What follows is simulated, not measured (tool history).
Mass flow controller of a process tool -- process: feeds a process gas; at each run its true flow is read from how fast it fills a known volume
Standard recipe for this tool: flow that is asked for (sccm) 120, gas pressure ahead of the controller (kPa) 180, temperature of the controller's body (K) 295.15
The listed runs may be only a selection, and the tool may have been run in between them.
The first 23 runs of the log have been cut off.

| run | day | flow that is asked for (sccm) | gas pressure ahead of the controller (kPa) | temperature of the controller's body (K) | hours of work since the controller was set to zero | hours of work since the controller was changed | true flow (%) |
|---|---|---|---|---|---|---|---|
| 24 | 215.867 | 93 | 180 | 295.15 | 3482 | 3482 | 95.95 |
| 25 | 225.308 | 93 | 180 | 295.15 | 3625 | 3625 | 95.92 |
| 26 | 231.575 | 120 | 257 | 295.15 | 3719 | 3719 | 97.08 |
| 27 | 243.512 | 120 | 176 | 304.15 | 3899 | 3899 | 97.45 |
| 28 | 250.462 | 80 | 180 | 304.15 | 4003 | 4003 | 96.44 |
| 29 | 261.888 | 64 | 241 | 298.15 | 4175 | 4175 | 95.55 |
| 30 | 270.575 | 64 | 241 | 298.15 | 4306 | 4306 | 95.53 |
| 31 | 282.979 | 113 | 180 | 303.15 | 4493 | 4493 | 97.00 |
| 32 | 289.458 | 99 | 196 | 298.15 | 4591 | 4591 | 96.15 |
| 33 | 297.104 | 99 | 196 | 298.15 | 4706 | 4706 | 96.03 |
| 34 | 307.462 | 99 | 196 | 309.15 | 4862 | 4862 | 97.25 |
| 35 | 316.846 | 120 | 177 | 303.15 | 5003 | 5003 | 96.87 |
| 36 | 328.079 | 115 | 177 | 303.15 | 5172 | 5172 | 96.67 |
| 37 | 334.958 | 120 | 188 | 294.15 | 5276 | 5276 | 95.87 |
| 38 | 343.617 | 120 | 188 | 294.15 | 5406 | 5406 | 95.72 |
|  | 350.471 | controller exchanged for a calibrated one |
| 39 | 356.725 | 107 | 278 | 296.15 | 94 | 94 | 98.65 |
| 40 | 367.683 | 112 | 263 | 303.15 | 259 | 259 | 99.36 |
| 41 | 373.200 | 120 | 166 | 295.15 | 342 | 342 | 98.03 |
| 42 | 385.458 | 120 | 188 | 312.15 | 527 | 527 | 99.94 |
| 43 | 395.979 | 120 | 188 | 312.15 | 685 | 685 | 99.94 |
| 44 | 401.954 | 120 | 149 | 307.15 | 775 | 775 | 99.12 |
| 45 | 413.208 | 66 | 201 | 310.15 | 945 | 945 | 98.55 |
| 46 | 418.612 | 66 | 201 | 310.15 | 1026 | 1026 | 98.47 |
| 47 | 426.433 | 66 | 201 | 310.15 | 1144 | 1144 | 98.46 |

What if the next run were any one of these 5? Each begins from the tool's condition after run 47:
| A | 438.167 | 66 | 275 | 298.15 | 1321 | 1321 | ? |
| B | 438.167 | 120 | 156 | 295.15 | 1321 | 1321 | ? |
| C | 438.167 | 159 | 277 | 308.15 | 1321 | 1321 | ? |
| D | 438.167 | 120 | 256 | 295.15 | 1321 | 1321 | ? |
| E | 438.167 | 66 | 266 | 310.15 | 1321 | 1321 | ? |

| run | true flow (%) |
|---|---|
| A | 97.56 |
| B | 97.57 |
| C | 100.53 |
| D | 98.20 |
| E | 98.86 |
Without the tool's unlogged condition, the same runs would have read:
| run | true flow (%) |
|---|---|
| A | 98.30 |
| B | 98.09 |
| C | 100.99 |
| D | 98.72 |
| E | 99.60 |
